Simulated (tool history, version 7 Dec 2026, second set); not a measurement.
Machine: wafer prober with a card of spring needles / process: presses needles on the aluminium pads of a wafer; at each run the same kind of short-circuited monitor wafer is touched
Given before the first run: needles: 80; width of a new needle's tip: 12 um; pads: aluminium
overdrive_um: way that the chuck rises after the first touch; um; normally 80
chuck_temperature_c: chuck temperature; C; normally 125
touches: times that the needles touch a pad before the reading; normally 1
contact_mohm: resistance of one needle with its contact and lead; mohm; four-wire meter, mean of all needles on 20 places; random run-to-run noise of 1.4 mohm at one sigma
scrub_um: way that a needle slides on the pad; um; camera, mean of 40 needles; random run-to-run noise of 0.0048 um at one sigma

Run 1, hour 0.0: usual settings. Result: contact_mohm 231 mohm, scrub_um 9.857 um.
At hour 16.5: tips cleaned on abrasive film.
At hour 33.0: tips cleaned on abrasive film.
At hour 41.5: height of the first contact set anew.
Run 2, hour 47.6: usual settings. Result: contact_mohm 232 mohm, scrub_um 9.861 um.
At hour 51.8: tips cleaned on abrasive film.
At hour 72.4: tips cleaned on abrasive film.
At hour 89.0: tips cleaned on abrasive film.
At hour 109.6: tips cleaned on abrasive film.
Run 3, hour 110.6: usual settings but overdrive_um 98 um. Result: contact_mohm 233 mohm, scrub_um 12.081 um.
At hour 127.2: tips cleaned on abrasive film.
At hour 147.8: tips cleaned on abrasive film.
At hour 164.3: tips cleaned on abrasive film.
Run 4, hour 176.3: usual settings but overdrive_um 98 um. Result: contact_mohm 232 mohm, scrub_um 12.079 um.
At hour 184.6: tips cleaned on abrasive film.
At hour 201.1: tips cleaned on abrasive film.
At hour 217.6: tips cleaned on abrasive film.
Run 5, hour 223.3: usual settings but overdrive_um 77 um. Result: contact_mohm 234 mohm, scrub_um 9.498 um.
At hour 235.7: tips cleaned on abrasive film.
At hour 252.2: tips cleaned on abrasive film.
At hour 252.5: height of the first contact set anew.
At hour 269.1: tips cleaned on abrasive film.
Run 6, hour 285.2: usual settings but overdrive_um 77 um. Result: contact_mohm 233 mohm, scrub_um 9.500 um.
At hour 289.4: tips cleaned on abrasive film.
At hour 306.0: tips cleaned on abrasive film.
At hour 322.5: tips cleaned on abrasive film.
At hour 343.1: tips cleaned on abrasive film.
At hour 359.6: tips cleaned on abrasive film.
Run 7, hour 366.3: usual settings but overdrive_um 77 um. Result: contact_mohm 237 mohm, scrub_um 9.505 um.
At hour 378.7: tips cleaned on abrasive film.
At hour 399.3: tips cleaned on abrasive film.
At hour 420.0: tips cleaned on abrasive film.
Run 8, hour 420.5: usual settings but overdrive_um 77 um. Result: contact_mohm 232 mohm, scrub_um 9.495 um.
At hour 437.1: tips cleaned on abrasive film.
At hour 453.6: tips cleaned on abrasive film.
At hour 462.1: height of the first contact set anew.
At hour 474.5: tips cleaned on abrasive film.
Run 9, hour 488.2: usual settings but overdrive_um 77 um. Result: contact_mohm 233 mohm, scrub_um 9.507 um.
At hour 492.4: tips cleaned on abrasive film.
At hour 509.0: tips cleaned on abrasive film.
At hour 525.5: tips cleaned on abrasive film.
Run 10, hour 541.4: usual settings but overdrive_um 77 um. Result: contact_mohm 232 mohm, scrub_um 9.511 um.
At hour 545.6: tips cleaned on abrasive film.
At hour 562.1: tips cleaned on abrasive film.
At hour 582.7: tips cleaned on abrasive film.
Run 11, hour 598.6: usual settings but touches 2. Result: contact_mohm 233 mohm, scrub_um 9.879 um.
At hour 602.8: tips cleaned on abrasive film.
At hour 623.4: tips cleaned on abrasive film.
At hour 639.9: tips cleaned on abrasive film.
At hour 656.5: tips cleaned on abrasive film.
Run 12, hour 666.7: usual settings but touches 2. Result: contact_mohm 232 mohm, scrub_um 9.887 um.
At hour 671.1: height of the first contact set anew.
At hour 675.4: tips cleaned on abrasive film.
At hour 691.9: tips cleaned on abrasive film.
At hour 712.5: tips cleaned on abrasive film.
At hour 729.0: tips cleaned on abrasive film.
At hour 749.6: tips cleaned on abrasive film.
Run 13, hour 758.8: usual settings but touches 2. Result: contact_mohm 230 mohm, scrub_um 9.882 um.
At hour 767.1: tips cleaned on abrasive film.
At hour 783.6: tips cleaned on abrasive film.
At hour 804.3: tips cleaned on abrasive film.
Run 14, hour 818.4: usual settings but touches 2. Result: contact_mohm 233 mohm, scrub_um 9.891 um.
At hour 822.6: tips cleaned on abrasive film.
At hour 839.1: tips cleaned on abrasive film.
At hour 855.6: tips cleaned on abrasive film.
At hour 874.6: tips cleaned on abrasive film.
Run 15, hour 874.6: usual settings. Result: contact_mohm 233 mohm, scrub_um 9.892 um.
At hour 883.1: height of the first contact set anew.
At hour 895.5: tips cleaned on abrasive film.
At hour 912.0: tips cleaned on abrasive film.
At hour 928.5: tips cleaned on abrasive film.
Run 16, hour 931.6: usual settings. Result: contact_mohm 232 mohm, scrub_um 9.897 um.
At hour 948.1: tips cleaned on abrasive film.
At hour 964.6: tips cleaned on abrasive film.
Run 17, hour 976.4: usual settings. Result: contact_mohm 233 mohm, scrub_um 9.906 um.
At hour 984.8: tips cleaned on abrasive film.
At hour 1001.3: tips cleaned on abrasive film.
At hour 1017.8: tips cleaned on abrasive film.
At hour 1034.3: tips cleaned on abrasive film.
At hour 1054.9: tips cleaned on abrasive film.
At hour 1074.2: tips cleaned on abrasive film.
Run 18, hour 1074.2: usual settings but touches 2. Result: contact_mohm 233 mohm, scrub_um 9.899 um.
At hour 1090.7: tips cleaned on abrasive film.
At hour 1095.1: height of the first contact set anew.
At hour 1111.6: tips cleaned on abrasive film.
At hour 1128.2: tips cleaned on abrasive film.
At hour 1144.7: tips cleaned on abrasive film.
At hour 1165.3: tips cleaned on abrasive film.
Run 19, hour 1165.5: usual settings. Result: contact_mohm 232 mohm, scrub_um 9.904 um.
At hour 1182.0: tips cleaned on abrasive film.
At hour 1202.6: tips cleaned on abrasive film.
At hour 1219.1: tips cleaned on abrasive film.
At hour 1235.6: tips cleaned on abrasive film.
Run 20, hour 1246.6: usual settings but overdrive_um 75 um. Result: contact_mohm 229 mohm, scrub_um 9.291 um.
At hour 1255.0: tips cleaned on abrasive film.
At hour 1271.5: tips cleaned on abrasive film.
At hour 1292.1: tips cleaned on abrasive film.
At hour 1304.7: height of the first contact set anew.
At hour 1308.9: tips cleaned on abrasive film.
At hour 1329.5: tips cleaned on abrasive film.
Run 21, hour 1332.9: usual settings but overdrive_um 61 um, chuck_temperature_c 63 C. Result: contact_mohm 219 mohm, scrub_um 7.556 um.
At hour 1349.4: tips cleaned on abrasive film.
At hour 1365.9: tips cleaned on abrasive film.
At hour 1386.6: tips cleaned on abrasive film.
At hour 1407.2: tips cleaned on abrasive film.
At hour 1427.8: tips cleaned on abrasive film.
Run 22, hour 1431.0: usual settings. Result: contact_mohm 235 mohm, scrub_um 9.915 um.
At hour 1447.6: tips cleaned on abrasive film.
At hour 1464.1: tips cleaned on abrasive film.
At hour 1484.7: tips cleaned on abrasive film.
At hour 1505.3: tips cleaned on abrasive film.
At hour 1513.8: height of the first contact set anew.
At hour 1526.2: tips cleaned on abrasive film.
Run 23, hour 1528.1: usual settings but overdrive_um 66 um, chuck_temperature_c 43 C, touches 2. Result: contact_mohm 212 mohm, scrub_um 8.192 um.
At hour 1544.6: tips cleaned on abrasive film.
At hour 1565.2: tips cleaned on abrasive film.
At hour 1585.8: tips cleaned on abrasive film.
At hour 1602.3: tips cleaned on abrasive film.
At hour 1618.8: tips cleaned on abrasive film.
Run 24, hour 1628.4: usual settings but overdrive_um 66 um, chuck_temperature_c 43 C, touches 2. Result: contact_mohm 212 mohm, scrub_um 8.193 um.
At hour 1636.7: tips cleaned on abrasive film.
At hour 1653.2: tips cleaned on abrasive film.
At hour 1673.8: tips cleaned on abrasive film.
At hour 1690.3: tips cleaned on abrasive film.
At hour 1711.0: tips cleaned on abrasive film.
At hour 1723.6: height of the first contact set anew.
Run 25, hour 1726.8: usual settings but overdrive_um 66 um, chuck_temperature_c 43 C, touches 2. Result: contact_mohm 214 mohm, scrub_um 8.204 um.
At hour 1731.0: tips cleaned on abrasive film.
At hour 1747.5: tips cleaned on abrasive film.
At hour 1768.1: tips cleaned on abrasive film.
At hour 1788.7: tips cleaned on abrasive film.
At hour 1806.6: tips cleaned on abrasive film.
Run 26, hour 1806.6: usual settings but overdrive_um 66 um, chuck_temperature_c 43 C, touches 2. Result: contact_mohm 213 mohm, scrub_um 8.206 um.

The logged runs with the hidden state left out (each run's random variation unchanged):
Hidden state at play: debris on the tips, nm; way that the needles fall short of the set height, um; tips' diameter, um; drift of the gauge itself on contact_mohm, %; drift of the gauge itself on scrub_um, %.
run  scrub_um
  1     9.858
  2     9.859
  3    12.076
  4    12.071
  5     9.490
  6     9.488
  7     9.490
  8     9.478
  9     9.486
 10     9.488
 11     9.853
 12     9.858
 13     9.849
 14     9.855
 15     9.854
 16     9.855
 17     9.863
 18     9.852
 19     9.852
 20     9.239
 21     7.511
 22     9.852
 23     8.135
 24     8.133
 25     8.140
 26     8.140
contact_mohm: at most 1 mohm away from the measurement, every run.

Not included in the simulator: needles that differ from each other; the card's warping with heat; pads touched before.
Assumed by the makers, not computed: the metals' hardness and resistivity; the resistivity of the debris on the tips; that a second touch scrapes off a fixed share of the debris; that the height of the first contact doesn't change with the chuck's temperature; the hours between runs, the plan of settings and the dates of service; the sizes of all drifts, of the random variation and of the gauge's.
